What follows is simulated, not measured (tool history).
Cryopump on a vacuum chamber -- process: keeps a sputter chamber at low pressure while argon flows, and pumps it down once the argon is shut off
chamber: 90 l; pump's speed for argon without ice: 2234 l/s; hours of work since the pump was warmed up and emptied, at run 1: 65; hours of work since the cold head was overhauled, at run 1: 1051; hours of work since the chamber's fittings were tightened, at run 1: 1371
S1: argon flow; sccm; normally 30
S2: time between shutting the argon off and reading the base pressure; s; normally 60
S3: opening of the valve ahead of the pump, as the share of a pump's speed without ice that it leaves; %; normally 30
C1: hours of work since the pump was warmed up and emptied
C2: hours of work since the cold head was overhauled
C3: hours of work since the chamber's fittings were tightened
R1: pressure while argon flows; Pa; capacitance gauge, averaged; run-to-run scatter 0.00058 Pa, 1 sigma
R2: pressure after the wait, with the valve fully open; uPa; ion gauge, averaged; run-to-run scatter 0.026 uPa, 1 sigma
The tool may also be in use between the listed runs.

run,hour,S1,S2,S3,C1,C2,C3,R1,R2
1,0.0,30,60,30,65,1051,1371,0.0766,1.45
2,43.2,30,31,30,87,1072,1393,0.0774,2.38
3,72.6,30,31,30,101,1087,1408,0.0764,2.37
4,123.5,30,31,30,127,1113,1433,0.0764,2.44
5,155.4,30,55,30,143,1129,1449,0.0766,1.61
6,185.6,30,55,29,158,1144,1464,0.0788,1.62
7,217.7,30,55,29,174,1160,1480,0.0790,1.64
8,249.2,15,60,30,190,1175,1496,0.0387,1.56
9,310.6,15,60,30,220,1206,1527,0.0391,1.58
10,350.3,15,60,30,240,1226,1546,0.0387,1.52
11,381.4,55,60,30,256,1242,1562,0.1430,1.57
12,431.0,30,60,17,280,1266,1587,0.1366,1.58
13,456.5,30,60,17,293,1279,1600,0.1353,1.61
14,487.8,16,60,17,309,1295,1615,0.0731,1.60
15,532.4,30,60,30,331,1317,1637,0.0781,1.67
16,568.7,30,263,30,349,1335,1656,0.0788,0.86
17,599.4,30,263,30,365,1351,1671,0.0794,0.93
18,647.9,22,60,52,389,1375,1695,0.0354,1.68
19,691.7,22,60,52,411,1397,1717,0.0353,1.69
20,733.7,22,44,30,432,1418,1738,0.0586,2.02
21,760.7,22,44,30,445,1431,1752,0.0579,2.06
22,792.1,15,23,29,461,1447,1767,0.0409,3.27
# hour 832.6: pump warmed up, emptied and cooled again
23,842.9,48,265,23,5,1470,1790,0.1577,0.89
24,876.7,29,57,30,22,1487,1807,0.0739,1.67
25,920.4,13,228,30,44,1509,1829,0.0334,0.91
26,946.6,26,96,49,57,1522,1842,0.0407,1.35
27,975.7,26,96,49,72,1536,1857,0.0407,1.30
# hour 1005.0: leaking fittings of the chamber tightened, without venting
28,1038.8,30,184,16,102,1567,17,0.1432,0.48
29,1068.3,35,54,15,117,1581,32,0.1808,1.25
30,1111.4,35,54,15,138,1603,53,0.1789,1.21
31,1137.1,35,54,15,151,1616,66,0.1776,1.21

Predict each of these 3 candidate next runs independently; none follows another, all start after run 31:
A,1198.6,30,79,26,182,1647,97,?,?
B,1198.6,30,65,58,182,1647,97,?,?
C,1198.6,57,142,30,182,1647,97,?,?

run,R1,R2
A,0.0892,0.92
B,0.0415,1.05
C,0.1471,0.60
The same runs, with their run-to-run variation unchanged, on a tool lacking any hidden condition would have given:
run,R1,R2
A,0.0874,0.85
B,0.0397,0.99
C,0.1437,0.53
